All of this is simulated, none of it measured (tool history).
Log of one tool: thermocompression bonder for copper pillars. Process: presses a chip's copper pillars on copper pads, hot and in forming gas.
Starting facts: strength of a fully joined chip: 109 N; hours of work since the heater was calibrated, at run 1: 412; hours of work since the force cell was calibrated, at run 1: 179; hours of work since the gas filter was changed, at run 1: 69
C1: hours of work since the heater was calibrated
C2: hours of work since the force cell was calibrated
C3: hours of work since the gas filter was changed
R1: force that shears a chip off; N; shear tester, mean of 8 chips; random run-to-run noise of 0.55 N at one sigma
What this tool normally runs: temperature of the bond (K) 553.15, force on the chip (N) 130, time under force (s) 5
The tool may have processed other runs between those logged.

run 1 hour=0 | temperature_of_the_bond_(K)=553.15 force_on_the_chip_(N)=130 time_under_force_(s)=5 | C1=412 C2=179 C3=69 | R1=58.5
run 2 hour=22.3 | temperature_of_the_bond_(K)=553.15 force_on_the_chip_(N)=130 time_under_force_(s)=5 | C1=426 C2=193 C3=83 | R1=58
run 3 hour=48.6 | temperature_of_the_bond_(K)=553.15 force_on_the_chip_(N)=130 time_under_force_(s)=5 | C1=443 C2=209 C3=99 | R1=57
run 4 hour=60.3 | temperature_of_the_bond_(K)=560.15 force_on_the_chip_(N)=130 time_under_force_(s)=5 | C1=450 C2=216 C3=107 | R1=61.2
run 5 hour=87.1 | temperature_of_the_bond_(K)=553.15 force_on_the_chip_(N)=130 time_under_force_(s)=5 | C1=467 C2=233 C3=123 | R1=56.6
run 6 hour=105.6 | temperature_of_the_bond_(K)=553.15 force_on_the_chip_(N)=130 time_under_force_(s)=5 | C1=478 C2=245 C3=135 | R1=55.9
run 7 hour=117.8 | temperature_of_the_bond_(K)=553.15 force_on_the_chip_(N)=130 time_under_force_(s)=5 | C1=486 C2=252 C3=142 | R1=56.1
run 8 hour=129.1 | temperature_of_the_bond_(K)=532.15 force_on_the_chip_(N)=159 time_under_force_(s)=5 | C1=493 C2=259 C3=149 | R1=54
run 9 hour=147.6 | temperature_of_the_bond_(K)=575.15 force_on_the_chip_(N)=192 time_under_force_(s)=4 | C1=504 C2=271 C3=161 | R1=81.5
-- hour=152.1 forming gas filter changed
run 10 hour=161.1 | temperature_of_the_bond_(K)=575.15 force_on_the_chip_(N)=192 time_under_force_(s)=4 | C1=512 C2=279 C3=6 | R1=87.9
run 11 hour=177.2 | temperature_of_the_bond_(K)=576.15 force_on_the_chip_(N)=130 time_under_force_(s)=5 | C1=522 C2=289 C3=16 | R1=73.4
run 12 hour=190.4 | temperature_of_the_bond_(K)=576.15 force_on_the_chip_(N)=130 time_under_force_(s)=5 | C1=530 C2=297 C3=24 | R1=73.7
run 13 hour=208 | temperature_of_the_bond_(K)=576.15 force_on_the_chip_(N)=130 time_under_force_(s)=5 | C1=541 C2=308 C3=35 | R1=73

Consider 5 possible next runs. They are alternatives, not a sequence: every one starts from the tool as it was left by run 13. What does each give?
run A hour=229 | temperature_of_the_bond_(K)=561.15 force_on_the_chip_(N)=130 time_under_force_(s)=5 | C1=554 C2=321 C3=48 | R1=?
run B hour=229 | temperature_of_the_bond_(K)=576.15 force_on_the_chip_(N)=193 time_under_force_(s)=11 | C1=554 C2=321 C3=48 | R1=?
run C hour=229 | temperature_of_the_bond_(K)=563.15 force_on_the_chip_(N)=130 time_under_force_(s)=7 | C1=554 C2=321 C3=48 | R1=?
run D hour=229 | temperature_of_the_bond_(K)=544.15 force_on_the_chip_(N)=130 time_under_force_(s)=9 | C1=554 C2=321 C3=48 | R1=?
run E hour=229 | temperature_of_the_bond_(K)=543.15 force_on_the_chip_(N)=130 time_under_force_(s)=5 | C1=554 C2=321 C3=48 | R1=?

run=A R1=64.6
run=B R1=99.6
run=C R1=71.9
run=D R1=64.7
run=E R1=53.2
What these runs would have given with no unlogged condition in the tool:
run=A R1=66.2
run=B R1=102
run=C R1=73.7
run=D R1=66.5
run=E R1=54.7
